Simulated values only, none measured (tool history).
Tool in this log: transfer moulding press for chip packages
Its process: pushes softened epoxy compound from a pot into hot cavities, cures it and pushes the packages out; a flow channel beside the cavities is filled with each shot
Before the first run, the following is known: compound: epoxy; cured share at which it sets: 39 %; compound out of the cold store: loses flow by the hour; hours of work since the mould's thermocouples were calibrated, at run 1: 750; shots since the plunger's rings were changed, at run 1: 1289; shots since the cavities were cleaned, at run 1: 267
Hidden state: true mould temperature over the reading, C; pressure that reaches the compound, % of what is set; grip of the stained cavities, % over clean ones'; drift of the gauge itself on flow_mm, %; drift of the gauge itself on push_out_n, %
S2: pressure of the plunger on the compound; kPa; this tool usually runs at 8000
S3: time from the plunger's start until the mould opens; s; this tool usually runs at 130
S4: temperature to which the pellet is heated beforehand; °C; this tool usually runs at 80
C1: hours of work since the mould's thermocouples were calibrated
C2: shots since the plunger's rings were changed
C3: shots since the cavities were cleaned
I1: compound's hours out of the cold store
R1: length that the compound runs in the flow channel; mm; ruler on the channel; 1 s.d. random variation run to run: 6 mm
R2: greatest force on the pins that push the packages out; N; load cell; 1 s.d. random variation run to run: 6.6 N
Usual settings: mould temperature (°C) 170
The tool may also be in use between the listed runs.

{"run": 1, "day": 0.0, "mould temperature (°C)": 170, "S2": 8000, "S3": 130, "S4": 80, "C1": 750, "C2": 1289, "C3": 267, "I1": 25.9, "R1": 701, "R2": 372}
{"day": 0.742, "done": "cavities cleaned with cleaning compound and waxed"}
{"run": 2, "day": 1.4, "mould temperature (°C)": 170, "S2": 8000, "S3": 130, "S4": 80, "C1": 771, "C2": 1609, "C3": 157, "I1": 17.7, "R1": 737, "R2": 336}
{"run": 3, "day": 2.396, "mould temperature (°C)": 170, "S2": 8000, "S3": 130, "S4": 80, "C1": 786, "C2": 1847, "C3": 395, "I1": 10.1, "R1": 761, "R2": 405}
{"day": 2.562, "done": "cavities cleaned with cleaning compound and waxed"}
{"run": 4, "day": 3.833, "mould temperature (°C)": 170, "S2": 8000, "S3": 130, "S4": 86, "C1": 808, "C2": 2177, "C3": 304, "I1": 22.4, "R1": 723, "R2": 399}
{"day": 4.412, "done": "cavities cleaned with cleaning compound and waxed"}
{"run": 5, "day": 4.9, "mould temperature (°C)": 170, "S2": 8000, "S3": 130, "S4": 73, "C1": 823, "C2": 2417, "C3": 117, "I1": 19.9, "R1": 701, "R2": 323}
{"run": 6, "day": 5.804, "mould temperature (°C)": 170, "S2": 8000, "S3": 130, "S4": 73, "C1": 837, "C2": 2633, "C3": 333, "I1": 17.6, "R1": 720, "R2": 394}
{"day": 6.283, "done": "cavities cleaned with cleaning compound and waxed"}
{"run": 7, "day": 7.25, "mould temperature (°C)": 170, "S2": 8000, "S3": 130, "S4": 79, "C1": 859, "C2": 2964, "C3": 232, "I1": 36.7, "R1": 668, "R2": 358}
{"day": 7.862, "done": "mould's thermocouples calibrated"}
{"run": 8, "day": 7.992, "mould temperature (°C)": 170, "S2": 8000, "S3": 130, "S4": 79, "C1": 2, "C2": 3121, "C3": 389, "I1": 39.7, "R1": 640, "R2": 428}
{"day": 8.208, "done": "cavities cleaned with cleaning compound and waxed"}
{"day": 9.008, "done": "plunger's sealing rings changed"}
{"run": 9, "day": 9.083, "mould temperature (°C)": 170, "S2": 8000, "S3": 130, "S4": 78, "C1": 16, "C2": 18, "C3": 185, "I1": 38.8, "R1": 690, "R2": 360}
{"run": 10, "day": 9.704, "mould temperature (°C)": 170, "S2": 8000, "S3": 130, "S4": 78, "C1": 26, "C2": 167, "C3": 334, "I1": 46.0, "R1": 651, "R2": 404}
{"day": 10.158, "done": "cavities cleaned with cleaning compound and waxed"}
{"run": 11, "day": 10.638, "mould temperature (°C)": 175, "S2": 6150, "S3": 115, "S4": 88, "C1": 39, "C2": 375, "C3": 115, "I1": 13.1, "R1": 668, "R2": 323}
{"run": 12, "day": 11.383, "mould temperature (°C)": 162, "S2": 7150, "S3": 132, "S4": 76, "C1": 51, "C2": 553, "C3": 293, "I1": 21.2, "R1": 739, "R2": 618}
{"day": 11.95, "done": "cavities cleaned with cleaning compound and waxed"}
{"run": 13, "day": 12.133, "mould temperature (°C)": 162, "S2": 7150, "S3": 132, "S4": 76, "C1": 62, "C2": 717, "C3": 43, "I1": 34.2, "R1": 685, "R2": 409}
{"run": 14, "day": 13.558, "mould temperature (°C)": 177, "S2": 8340, "S3": 133, "S4": 80, "C1": 84, "C2": 1059, "C3": 385, "I1": 41.2, "R1": 657, "R2": 391}
{"day": 13.829, "done": "cavities cleaned with cleaning compound and waxed"}
{"run": 15, "day": 14.242, "mould temperature (°C)": 170, "S2": 8000, "S3": 130, "S4": 80, "C1": 93, "C2": 1207, "C3": 99, "I1": 19.5, "R1": 758, "R2": 318}
{"run": 16, "day": 15.1, "mould temperature (°C)": 170, "S2": 8000, "S3": 130, "S4": 80, "C1": 107, "C2": 1413, "C3": 305, "I1": 10.0, "R1": 786, "R2": 419}
{"day": 15.683, "done": "cavities cleaned with cleaning compound and waxed"}
{"run": 17, "day": 16.025, "mould temperature (°C)": 167, "S2": 9960, "S3": 130, "S4": 80, "C1": 120, "C2": 1618, "C3": 81, "I1": 12.7, "R1": 877, "R2": 350}
{"run": 18, "day": 17.1, "mould temperature (°C)": 177, "S2": 8160, "S3": 130, "S4": 77, "C1": 137, "C2": 1876, "C3": 339, "I1": 42.8, "R1": 639, "R2": 379}
{"day": 17.525, "done": "cavities cleaned with cleaning compound and waxed"}
{"run": 19, "day": 18.138, "mould temperature (°C)": 174, "S2": 7770, "S3": 146, "S4": 75, "C1": 152, "C2": 2109, "C3": 146, "I1": 43.0, "R1": 618, "R2": 317}

Below are 4 alternative next runs, each starting from the tool's condition after run 19. Predict each:
{"run": "A", "day": 19.121, "mould temperature (°C)": 171, "S2": 7770, "S3": 146, "S4": 75, "C1": 167, "C2": 2345, "C3": 382, "I1": 27.7, "R1": "?", "R2": "?"}
{"run": "B", "day": 19.121, "mould temperature (°C)": 168, "S2": 8000, "S3": 114, "S4": 80, "C1": 167, "C2": 2345, "C3": 382, "I1": 43.7, "R1": "?", "R2": "?"}
{"run": "C", "day": 19.121, "mould temperature (°C)": 170, "S2": 6830, "S3": 130, "S4": 80, "C1": 167, "C2": 2345, "C3": 382, "I1": 27.3, "R1": "?", "R2": "?"}
{"run": "D", "day": 19.121, "mould temperature (°C)": 174, "S2": 7640, "S3": 146, "S4": 75, "C1": 167, "C2": 2345, "C3": 382, "I1": 38.9, "R1": "?", "R2": "?"}

run=A R1=673 R2=394
run=B R1=638 R2=494
run=C R1=641 R2=423
run=D R1=618 R2=398
What these runs would have given with no unlogged condition in the tool:
run=A R1=707 R2=245
run=B R1=671 R2=313
run=C R1=673 R2=264
run=D R1=650 R2=250
